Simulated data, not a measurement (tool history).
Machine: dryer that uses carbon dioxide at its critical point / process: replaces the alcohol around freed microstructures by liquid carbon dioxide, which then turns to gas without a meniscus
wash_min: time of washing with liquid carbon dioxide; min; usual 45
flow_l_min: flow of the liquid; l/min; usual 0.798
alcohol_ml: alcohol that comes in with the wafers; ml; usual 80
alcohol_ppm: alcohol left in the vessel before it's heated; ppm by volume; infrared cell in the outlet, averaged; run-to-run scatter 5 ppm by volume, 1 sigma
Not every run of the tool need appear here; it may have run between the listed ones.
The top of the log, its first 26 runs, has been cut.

run    hour  wash_min  flow_l_min  alcohol_ml  alcohol_ppm
 27   992.6        45       0.798          50          187
 28  1040.6        64       0.568          80          197
 29  1076.0        64       0.521          22          210
     1113.5  -- inlet filter changed
 30  1122.9        30       0.521          22          359
 31  1178.5        30       0.521          99          908
 32  1222.3        30       0.521          99          891
 33  1264.6        51       1.153          23          233
 34  1295.8        62       0.646          91          254
 35  1331.6        37       0.646         105          372
 36  1354.9        66       0.856         105          245
 37  1388.8        66       0.856         105          251
 38  1412.4        66       0.856          94          251
 39  1456.8        66       0.856          94          269
 40  1511.4        29       0.535          53          694
 41  1535.8        45       0.798          45          271

4 options for the next run, each taken on its own from the tool as it stands now. Forecast them:
  A  1592.7        45       0.798          29            ?
  B  1592.7        38       1.344          80            ?
  C  1592.7        45       0.798          35            ?
  D  1592.7        52       0.554          31            ?

run  alcohol_ppm
  A          286
  B          303
  C          293
  D          311
With no hidden state in the tool, these same runs would have given:
run  alcohol_ppm
  A            6
  B           13
  C            3
  D           18
